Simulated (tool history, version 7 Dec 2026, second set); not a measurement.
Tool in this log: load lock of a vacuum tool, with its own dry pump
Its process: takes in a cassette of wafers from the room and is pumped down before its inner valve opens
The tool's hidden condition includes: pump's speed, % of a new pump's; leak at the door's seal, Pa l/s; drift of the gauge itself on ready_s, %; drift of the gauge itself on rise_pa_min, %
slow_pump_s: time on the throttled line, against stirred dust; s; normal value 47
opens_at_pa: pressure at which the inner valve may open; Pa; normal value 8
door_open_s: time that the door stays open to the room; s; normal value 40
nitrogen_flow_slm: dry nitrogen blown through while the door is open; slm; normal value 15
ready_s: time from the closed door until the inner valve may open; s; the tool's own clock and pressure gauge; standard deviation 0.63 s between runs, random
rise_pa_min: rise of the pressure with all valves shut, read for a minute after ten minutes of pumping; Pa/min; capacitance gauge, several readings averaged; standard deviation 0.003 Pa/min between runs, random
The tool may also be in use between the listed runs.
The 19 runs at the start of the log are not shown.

run,hour,slow_pump_s,opens_at_pa,door_open_s,nitrogen_flow_slm,hours that the pump has run since its overhaul,times that the door has closed on its seal,"incoming humidity of the room's air, %",ready_s,rise_pa_min
# hour 7058.2: door's seal changed, seat wiped
20,7087.7,47,9,45,15,24449,143,45.4,99.6,0.016
21,7366.8,51,9,28,21,24728,1501,46.8,102.9,0.017
# hour 7587.4: dry pump taken out, an overhauled one fitted
22,7735.6,93,8,40,15,148,3266,45.1,128.8,0.027
23,8094.4,93,8,108,30,507,5012,43.1,128.5,0.042
24,8345.6,77,12,34,6,758,6234,43.0,113.5,0.040
25,8776.3,47,12,210,5,1189,8330,45.1,90.5,0.100
26,9069.6,47,12,210,5,1482,9756,48.4,91.2,0.113
27,9493.5,72,8,40,10,1906,11819,44.1,111.9,0.084
28,9858.7,45,11,29,18,2271,13596,44.6,89.1,0.090
29,10190.7,45,11,29,18,2603,15211,45.3,89.6,0.108
30,10480.5,45,11,81,5,2893,16621,44.4,87.6,0.149
31,10749.5,45,12,81,4,3162,17930,45.7,88.4,0.159
32,11031.3,45,12,81,4,3444,19301,47.8,88.8,0.193
33,11289.2,84,8,81,4,3702,20556,43.9,121.9,0.198
34,11686.0,60,8,195,4,4099,22486,45.5,103.2,0.245
35,12096.1,43,8,195,33,4509,24482,49.5,89.9,0.252
36,12336.1,43,8,195,33,4749,25649,43.9,90.4,0.271

Forecast each of these 3 alternatives for the next run:
# hour 12497.5: door's seal changed, seat wiped
A,12723.4,43,8,110,33,5134,1099,46.8,?,?
# hour 12497.5: door's seal changed, seat wiped
B,12723.4,83,15,61,33,5134,1099,46.0,?,?
# hour 12497.5: door's seal changed, seat wiped
C,12723.4,30,8,40,15,5134,1099,48.4,?,?

run,ready_s,rise_pa_min
A,90.2,0.023
B,117.6,0.023
C,79.6,0.017
Take away the tool's hidden state, keep each run's random variation, and the runs would have read:
run,ready_s,rise_pa_min
A,88.6,0.019
B,116.4,0.020
C,77.9,0.013
